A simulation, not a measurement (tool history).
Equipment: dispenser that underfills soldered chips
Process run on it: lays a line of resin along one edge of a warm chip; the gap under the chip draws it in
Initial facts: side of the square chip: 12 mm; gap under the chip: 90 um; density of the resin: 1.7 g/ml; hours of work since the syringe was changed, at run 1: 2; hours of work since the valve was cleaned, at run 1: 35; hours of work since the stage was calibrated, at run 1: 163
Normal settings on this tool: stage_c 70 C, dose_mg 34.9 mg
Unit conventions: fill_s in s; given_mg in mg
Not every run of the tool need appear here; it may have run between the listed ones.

run	hour	stage_c	dose_mg	hours of work since the syringe was changed	hours of work since the valve was cleaned	hours of work since the stage was calibrated	fill_s	given_mg
1	0.0	70	34.9	2	35	163	74.1	34.32
2	3.7	70	34.9	4	37	166	91.3	34.11
# hour 5.2: new syringe of resin
3	8.7	70	34.9	2	40	169	77.2	34.29
4	11.6	70	34.9	4	42	170	92.1	34.03
# hour 13.5: new syringe of resin
5	16.8	70	34.9	2	45	174	75.7	33.78
# hour 22.0: new syringe of resin
6	23.4	70	34.9	1	49	177	68.3	34.21
# hour 25.3: dispensing valve cleaned and set on the balance
7	28.7	70	30.3	4	2	180	87.3	30.35
# hour 31.4: new syringe of resin
8	33.0	70	30.3	1	5	183	69.6	30.05
9	38.6	70	30.3	5	8	186	95.9	30.02
# hour 39.9: new syringe of resin
10	44.7	70	30.3	3	12	190	84.8	30.07
# hour 48.3: new syringe of resin
11	48.3	70	30.3	0	14	192	65.6	29.97
12	53.3	57	34.9	3	17	195	148.5	34.52
# hour 56.8: new syringe of resin
13	57.4	68	34.9	0	20	198	72.0	34.37
14	62.8	68	34.9	4	23	201	95.7	34.23
# hour 65.4: new syringe of resin
15	65.8	68	34.9	0	25	203	71.0	34.56
16	72.1	66	35.5	4	29	207	110.4	34.85
# hour 73.8: new syringe of resin
17	77.5	71	41.5	2	32	210	74.0	41.15
18	80.6	72	37.5	4	34	212	83.5	36.55
# hour 82.3: new syringe of resin
19	84.0	72	37.5	1	36	214	65.4	36.88
20	88.1	81	31.1	4	39	217	56.3	30.40
# hour 90.6: new syringe of resin
21	93.7	59	40.7	2	42	220	121.2	39.75
22	98.2	59	40.7	5	45	223	156.1	39.52
# hour 98.9: new syringe of resin
23	103.0	74	40.7	3	48	226	65.5	39.80
# hour 107.0: dispensing valve cleaned and set on the balance
# hour 108.2: new syringe of resin
24	108.3	74	40.7	0	1	228	52.2	40.74
25	111.3	74	39.2	2	3	230	62.9	39.15
# hour 116.8: new syringe of resin
26	117.6	73	37.0	0	6	234	58.8	36.86
27	123.5	73	32.1	4	10	238	82.6	31.88
# hour 125.1: new syringe of resin
28	126.8	73	32.1	1	12	239	63.9	31.91
29	132.8	73	32.1	5	16	243	86.7	32.04
# hour 133.7: new syringe of resin
30	137.3	63	30.0	2	18	246	110.7	29.92

Forecast each of these 4 alternatives for the next run:
# hour 142.1: new syringe of resin
A	143.0	70	34.1	1	22	249	?	?
# hour 142.1: new syringe of resin
B	143.0	76	34.5	1	22	249	?	?
# hour 142.1: new syringe of resin
C	143.0	56	32.0	1	22	249	?	?
# hour 142.1: new syringe of resin
D	143.0	57	31.9	1	22	249	?	?

run	fill_s	given_mg
A	66.1	33.89
B	51.0	33.99
C	128.8	31.53
D	123.0	31.48
With no hidden state in the tool, these same runs would have given:
run	fill_s	given_mg
A	60.2	34.32
B	46.5	34.42
C	116.7	31.93
D	111.5	31.89

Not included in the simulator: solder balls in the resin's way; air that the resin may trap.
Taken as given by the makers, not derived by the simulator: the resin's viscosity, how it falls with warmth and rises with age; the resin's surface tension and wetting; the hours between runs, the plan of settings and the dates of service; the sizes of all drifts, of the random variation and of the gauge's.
